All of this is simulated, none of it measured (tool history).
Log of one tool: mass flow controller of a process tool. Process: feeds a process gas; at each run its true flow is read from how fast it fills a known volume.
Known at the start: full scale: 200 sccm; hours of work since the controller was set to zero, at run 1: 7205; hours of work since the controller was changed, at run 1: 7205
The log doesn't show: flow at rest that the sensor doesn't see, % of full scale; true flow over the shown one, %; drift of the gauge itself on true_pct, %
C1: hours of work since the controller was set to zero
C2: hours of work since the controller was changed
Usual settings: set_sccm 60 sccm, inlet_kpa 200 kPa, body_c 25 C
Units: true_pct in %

{"run": 1, "hour": 0.0, "set_sccm": 60, "inlet_kpa": 200, "body_c": 25, "C1": 7205, "C2": 7205, "true_pct": 101.51}
{"run": 2, "hour": 232.6, "set_sccm": 60, "inlet_kpa": 200, "body_c": 25, "C1": 7300, "C2": 7300, "true_pct": 101.58}
{"run": 3, "hour": 693.5, "set_sccm": 60, "inlet_kpa": 200, "body_c": 25, "C1": 7489, "C2": 7489, "true_pct": 101.58}
{"hour": 861.5, "done": "controller's zero set anew"}
{"run": 4, "hour": 1166.0, "set_sccm": 60, "inlet_kpa": 160, "body_c": 25, "C1": 124, "C2": 7682, "true_pct": 103.95}
{"run": 5, "hour": 1407.6, "set_sccm": 60, "inlet_kpa": 200, "body_c": 25, "C1": 223, "C2": 7780, "true_pct": 103.87}
{"hour": 1717.8, "done": "controller's zero set anew, once more"}
{"run": 6, "hour": 1762.1, "set_sccm": 60, "inlet_kpa": 200, "body_c": 25, "C1": 18, "C2": 7925, "true_pct": 98.06}
{"run": 7, "hour": 2229.7, "set_sccm": 60, "inlet_kpa": 200, "body_c": 25, "C1": 209, "C2": 8116, "true_pct": 98.24}
{"run": 8, "hour": 2736.9, "set_sccm": 67, "inlet_kpa": 200, "body_c": 25, "C1": 417, "C2": 8324, "true_pct": 98.31}
{"run": 9, "hour": 3124.7, "set_sccm": 60, "inlet_kpa": 247, "body_c": 25, "C1": 575, "C2": 8482, "true_pct": 98.11}
{"run": 10, "hour": 3507.3, "set_sccm": 60, "inlet_kpa": 247, "body_c": 25, "C1": 732, "C2": 8638, "true_pct": 98.2}
{"run": 11, "hour": 3990.5, "set_sccm": 60, "inlet_kpa": 247, "body_c": 25, "C1": 929, "C2": 8836, "true_pct": 98.33}
{"run": 12, "hour": 4401.0, "set_sccm": 26, "inlet_kpa": 249, "body_c": 31, "C1": 1097, "C2": 9004, "true_pct": 98.51}
{"run": 13, "hour": 4951.3, "set_sccm": 26, "inlet_kpa": 220, "body_c": 25, "C1": 1322, "C2": 9229, "true_pct": 99.2}
{"run": 14, "hour": 5391.0, "set_sccm": 26, "inlet_kpa": 220, "body_c": 25, "C1": 1502, "C2": 9409, "true_pct": 99.37}
{"run": 15, "hour": 5693.3, "set_sccm": 50, "inlet_kpa": 220, "body_c": 27, "C1": 1625, "C2": 9532, "true_pct": 98.51}
{"run": 16, "hour": 6032.7, "set_sccm": 114, "inlet_kpa": 220, "body_c": 27, "C1": 1764, "C2": 9671, "true_pct": 98.26}
{"run": 17, "hour": 6441.8, "set_sccm": 114, "inlet_kpa": 220, "body_c": 27, "C1": 1931, "C2": 9838, "true_pct": 98.24}
{"run": 18, "hour": 7020.8, "set_sccm": 111, "inlet_kpa": 176, "body_c": 24, "C1": 2168, "C2": 10075, "true_pct": 98.57}
{"run": 19, "hour": 7553.5, "set_sccm": 111, "inlet_kpa": 255, "body_c": 21, "C1": 2386, "C2": 10293, "true_pct": 98.35}

Forecast each of these 5 alternatives for the next run:
{"run": "A", "hour": 7851.5, "set_sccm": 82, "inlet_kpa": 250, "body_c": 21, "C1": 2507, "C2": 10414, "true_pct": "?"}
{"run": "B", "hour": 7851.5, "set_sccm": 38, "inlet_kpa": 209, "body_c": 30, "C1": 2507, "C2": 10414, "true_pct": "?"}
{"run": "C", "hour": 7851.5, "set_sccm": 159, "inlet_kpa": 168, "body_c": 26, "C1": 2507, "C2": 10414, "true_pct": "?"}
{"run": "D", "hour": 7851.5, "set_sccm": 36, "inlet_kpa": 255, "body_c": 21, "C1": 2507, "C2": 10414, "true_pct": "?"}
{"run": "E", "hour": 7851.5, "set_sccm": 168, "inlet_kpa": 159, "body_c": 20, "C1": 2507, "C2": 10414, "true_pct": "?"}

run=A true_pct=98.53
run=B true_pct=99.11
run=C true_pct=98.58
run=D true_pct=99.5
run=E true_pct=98.81
Without the tool's hidden state the same runs would have given:
run=A true_pct=99.5
run=B true_pct=99.06
run=C true_pct=99.98
run=D true_pct=99.35
run=E true_pct=100.23

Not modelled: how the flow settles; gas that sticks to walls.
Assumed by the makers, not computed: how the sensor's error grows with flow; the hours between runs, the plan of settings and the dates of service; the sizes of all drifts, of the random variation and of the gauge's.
